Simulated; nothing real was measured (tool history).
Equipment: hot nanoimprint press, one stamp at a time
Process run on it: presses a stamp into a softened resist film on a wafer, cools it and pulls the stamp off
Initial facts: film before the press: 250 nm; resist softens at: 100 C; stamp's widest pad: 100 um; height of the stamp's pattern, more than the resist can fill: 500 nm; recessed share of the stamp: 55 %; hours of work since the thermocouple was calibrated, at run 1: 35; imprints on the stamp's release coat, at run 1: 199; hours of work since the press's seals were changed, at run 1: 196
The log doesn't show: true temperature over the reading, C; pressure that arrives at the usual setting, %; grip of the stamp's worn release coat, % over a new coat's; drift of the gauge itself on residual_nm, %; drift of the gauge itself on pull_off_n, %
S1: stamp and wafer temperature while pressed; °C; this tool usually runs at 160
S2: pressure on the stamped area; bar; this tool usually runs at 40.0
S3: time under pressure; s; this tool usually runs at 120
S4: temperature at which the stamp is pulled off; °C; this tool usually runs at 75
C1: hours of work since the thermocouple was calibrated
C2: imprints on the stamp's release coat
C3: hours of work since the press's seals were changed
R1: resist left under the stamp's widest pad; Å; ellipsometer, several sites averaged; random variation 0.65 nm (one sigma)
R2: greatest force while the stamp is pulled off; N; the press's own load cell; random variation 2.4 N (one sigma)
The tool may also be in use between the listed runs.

run,hour,S1,S2,S3,S4,C1,C2,C3,R1,R2
1,0.0,160,40.0,120,75,35,199,196,1166,131
2,19.2,160,40.0,120,75,51,285,212,1163,130
3,35.8,160,40.0,120,75,64,360,225,1171,135
4,62.2,160,40.0,120,75,85,478,246,1163,141
5,82.4,160,40.0,120,78,101,569,262,1195,135
6,108.7,160,40.0,120,78,122,686,283,1169,137
7,137.5,160,40.0,120,78,145,816,306,1199,139
8,156.6,160,40.0,120,78,161,902,322,1193,145
9,185.0,172,40.0,120,75,183,1029,344,734,155
# hour 215.7: stamp cleaned and given a new release coat
10,221.0,172,40.0,120,75,207,24,368,737,124
11,241.0,163,40.0,88,68,223,113,384,1198,143
12,268.1,156,40.0,189,75,245,235,406,1212,134
13,297.0,172,54.3,120,75,268,364,429,636,139
14,310.1,172,54.3,120,75,279,423,440,641,138
15,333.0,156,40.0,67,75,297,526,458,1695,146
16,356.3,160,24.9,240,76,316,631,477,1155,136
17,370.1,149,40.0,120,67,327,692,487,1809,164

Across each entry between runs, compare the hidden state at the last listed run before it with the hidden state at the first listed run after it:
After run 9, before run 10: stamp cleaned and given a new release coat (hour 215.7)
  true temperature over the reading, C: -0.66 -> -0.77; pressure that arrives at the usual setting, %: 98.85 -> 98.8; grip of the stamp's worn release coat, % over a new coat's: 25.9 -> 0.6
  measured minus no-state result, R1: +23 -> +27 Å; R2: +33 -> +2 N
